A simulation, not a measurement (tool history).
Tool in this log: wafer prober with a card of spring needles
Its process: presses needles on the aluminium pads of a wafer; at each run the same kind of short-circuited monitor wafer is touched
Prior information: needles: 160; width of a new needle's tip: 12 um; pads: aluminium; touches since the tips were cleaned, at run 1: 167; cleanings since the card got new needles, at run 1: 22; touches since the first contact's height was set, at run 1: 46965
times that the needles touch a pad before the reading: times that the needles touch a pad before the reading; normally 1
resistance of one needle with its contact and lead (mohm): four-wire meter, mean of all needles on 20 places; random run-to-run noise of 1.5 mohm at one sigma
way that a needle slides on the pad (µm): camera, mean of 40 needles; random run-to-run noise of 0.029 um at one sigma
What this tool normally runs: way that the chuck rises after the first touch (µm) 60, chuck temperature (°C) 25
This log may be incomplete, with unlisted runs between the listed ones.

run	hour	way that the chuck rises after the first touch (µm)	chuck temperature (°C)	times that the needles touch a pad before the reading	touches since the tips were cleaned	cleanings since the card got new needles	touches since the first contact's height was set	resistance of one needle with its contact and lead (mohm)	way that a needle slides on the pad (µm)
1	0.0	60	25	1	167	22	46965	145	11.85
# hour 9.9: tips cleaned on abrasive film
# hour 19.7: tips cleaned on abrasive film
# hour 32.0: tips cleaned on abrasive film
# hour 41.8: tips cleaned on abrasive film
# hour 54.1: tips cleaned on abrasive film
# hour 64.0: tips cleaned on abrasive film
# hour 76.3: tips cleaned on abrasive film
# hour 88.6: tips cleaned on abrasive film
2	90.5	60	25	1	371	30	64415	146	11.87
# hour 100.3: tips cleaned on abrasive film
# hour 103.1: height of the first contact set anew
# hour 110.5: tips cleaned on abrasive film
# hour 120.3: tips cleaned on abrasive film
3	127.6	60	25	1	1424	33	4745	148	11.86
# hour 132.5: tips cleaned on abrasive film
# hour 144.7: tips cleaned on abrasive film
# hour 157.0: tips cleaned on abrasive film
# hour 166.9: tips cleaned on abrasive film
# hour 176.7: tips cleaned on abrasive film
# hour 189.0: tips cleaned on abrasive film
# hour 198.9: tips cleaned on abrasive film
4	199.8	60	25	1	178	40	18651	143	11.84
# hour 209.6: tips cleaned on abrasive film
# hour 219.5: tips cleaned on abrasive film
# hour 231.8: tips cleaned on abrasive film
# hour 241.6: tips cleaned on abrasive film
# hour 253.9: tips cleaned on abrasive film
5	258.9	60	25	1	960	45	30049	146	11.82
# hour 263.9: tips cleaned on abrasive film
# hour 273.7: tips cleaned on abrasive film
# hour 286.0: tips cleaned on abrasive film
# hour 295.9: tips cleaned on abrasive film
# hour 308.2: tips cleaned on abrasive film
# hour 320.5: tips cleaned on abrasive film
# hour 332.7: tips cleaned on abrasive film
# hour 342.6: tips cleaned on abrasive film
6	349.6	60	25	1	1357	53	47547	144	11.77
# hour 354.5: tips cleaned on abrasive film
# hour 364.4: tips cleaned on abrasive film
# hour 376.7: tips cleaned on abrasive film
# hour 386.5: tips cleaned on abrasive film
# hour 398.8: tips cleaned on abrasive film
# hour 411.1: tips cleaned on abrasive film
# hour 423.4: tips cleaned on abrasive film
# hour 433.2: tips cleaned on abrasive film
7	437.4	60	25	1	808	61	64484	150	11.85
# hour 444.8: tips cleaned on abrasive film
# hour 450.0: height of the first contact set anew
# hour 455.0: tips cleaned on abrasive film
# hour 467.3: tips cleaned on abrasive film
# hour 477.1: tips cleaned on abrasive film
8	478.1	60	44	1	195	65	5413	146	11.82
# hour 488.0: tips cleaned on abrasive film
# hour 497.8: tips cleaned on abrasive film
# hour 507.7: tips cleaned on abrasive film
# hour 520.0: tips cleaned on abrasive film
9	528.2	75	25	3	1604	69	15083	144	14.74
# hour 530.7: tips cleaned on abrasive film
# hour 543.0: tips cleaned on abrasive film
# hour 552.9: tips cleaned on abrasive film
# hour 562.7: tips cleaned on abrasive film
# hour 575.0: tips cleaned on abrasive film
# hour 584.9: tips cleaned on abrasive film
# hour 594.7: tips cleaned on abrasive film
# hour 607.0: tips cleaned on abrasive film
10	615.8	60	37	1	1708	77	31974	148	11.75
# hour 618.3: tips cleaned on abrasive film
# hour 628.2: tips cleaned on abrasive film
# hour 638.0: tips cleaned on abrasive film
# hour 650.3: tips cleaned on abrasive film
# hour 662.6: tips cleaned on abrasive film
# hour 674.9: tips cleaned on abrasive film
# hour 687.2: tips cleaned on abrasive film
# hour 699.5: tips cleaned on abrasive film
11	701.5	60	37	1	398	85	48502	148	11.76
# hour 711.4: tips cleaned on abrasive film
# hour 721.2: tips cleaned on abrasive film
# hour 733.5: tips cleaned on abrasive film
12	738.7	42	52	1	1014	88	55684	154	8.19
# hour 743.7: tips cleaned on abrasive film
# hour 753.5: tips cleaned on abrasive film
# hour 765.8: tips cleaned on abrasive film
# hour 778.1: tips cleaned on abrasive film
# hour 790.4: tips cleaned on abrasive film
# hour 798.0: height of the first contact set anew
# hour 803.0: tips cleaned on abrasive film
# hour 815.3: tips cleaned on abrasive film
13	824.0	66	43	1	1695	95	5017	147	12.85
# hour 826.5: tips cleaned on abrasive film
# hour 836.4: tips cleaned on abrasive film
# hour 846.2: tips cleaned on abrasive film
# hour 858.5: tips cleaned on abrasive film
# hour 870.8: tips cleaned on abrasive film
# hour 880.7: tips cleaned on abrasive film
# hour 890.5: tips cleaned on abrasive film
# hour 902.8: tips cleaned on abrasive film
# hour 913.4: tips cleaned on abrasive film
14	913.4	60	64	2	0	104	22238	153	11.74
# hour 923.2: tips cleaned on abrasive film
# hour 933.1: tips cleaned on abrasive film
# hour 945.4: tips cleaned on abrasive film
15	954.0	60	64	2	1684	107	30090	152	11.64
# hour 956.6: tips cleaned on abrasive film
# hour 968.9: tips cleaned on abrasive film
# hour 981.2: tips cleaned on abrasive film
# hour 991.0: tips cleaned on abrasive film
# hour 1003.3: tips cleaned on abrasive film
16	1011.2	67	32	1	1547	112	41127	147	13.03

Branching from run 16: 4 alternative next runs. What would each branch give?
# hour 1013.8: tips cleaned on abrasive film
# hour 1023.6: tips cleaned on abrasive film
# hour 1035.9: tips cleaned on abrasive film
# hour 1045.8: tips cleaned on abrasive film
# hour 1055.6: tips cleaned on abrasive film
# hour 1067.9: tips cleaned on abrasive film
# hour 1080.2: tips cleaned on abrasive film
A	1085.1	72	103	1	953	119	55366	?	?
# hour 1013.8: tips cleaned on abrasive film
# hour 1023.6: tips cleaned on abrasive film
# hour 1035.9: tips cleaned on abrasive film
# hour 1045.8: tips cleaned on abrasive film
# hour 1055.6: tips cleaned on abrasive film
# hour 1067.9: tips cleaned on abrasive film
# hour 1080.2: tips cleaned on abrasive film
B	1085.1	54	120	1	953	119	55366	?	?
# hour 1013.8: tips cleaned on abrasive film
# hour 1023.6: tips cleaned on abrasive film
# hour 1035.9: tips cleaned on abrasive film
# hour 1045.8: tips cleaned on abrasive film
# hour 1055.6: tips cleaned on abrasive film
# hour 1067.9: tips cleaned on abrasive film
# hour 1080.2: tips cleaned on abrasive film
C	1085.1	71	25	1	953	119	55366	?	?
# hour 1013.8: tips cleaned on abrasive film
# hour 1023.6: tips cleaned on abrasive film
# hour 1035.9: tips cleaned on abrasive film
# hour 1045.8: tips cleaned on abrasive film
# hour 1055.6: tips cleaned on abrasive film
# hour 1067.9: tips cleaned on abrasive film
# hour 1080.2: tips cleaned on abrasive film
D	1085.1	65	119	2	953	119	55366	?	?

run	resistance of one needle with its contact and lead (mohm)	way that a needle slides on the pad (µm)
A	157	13.95
B	160	10.44
C	144	13.77
D	161	12.63
With no hidden state in the tool, these same runs would have given:
run	resistance of one needle with its contact and lead (mohm)	way that a needle slides on the pad (µm)
A	157	14.22
B	160	10.64
C	143	14.03
D	161	12.87

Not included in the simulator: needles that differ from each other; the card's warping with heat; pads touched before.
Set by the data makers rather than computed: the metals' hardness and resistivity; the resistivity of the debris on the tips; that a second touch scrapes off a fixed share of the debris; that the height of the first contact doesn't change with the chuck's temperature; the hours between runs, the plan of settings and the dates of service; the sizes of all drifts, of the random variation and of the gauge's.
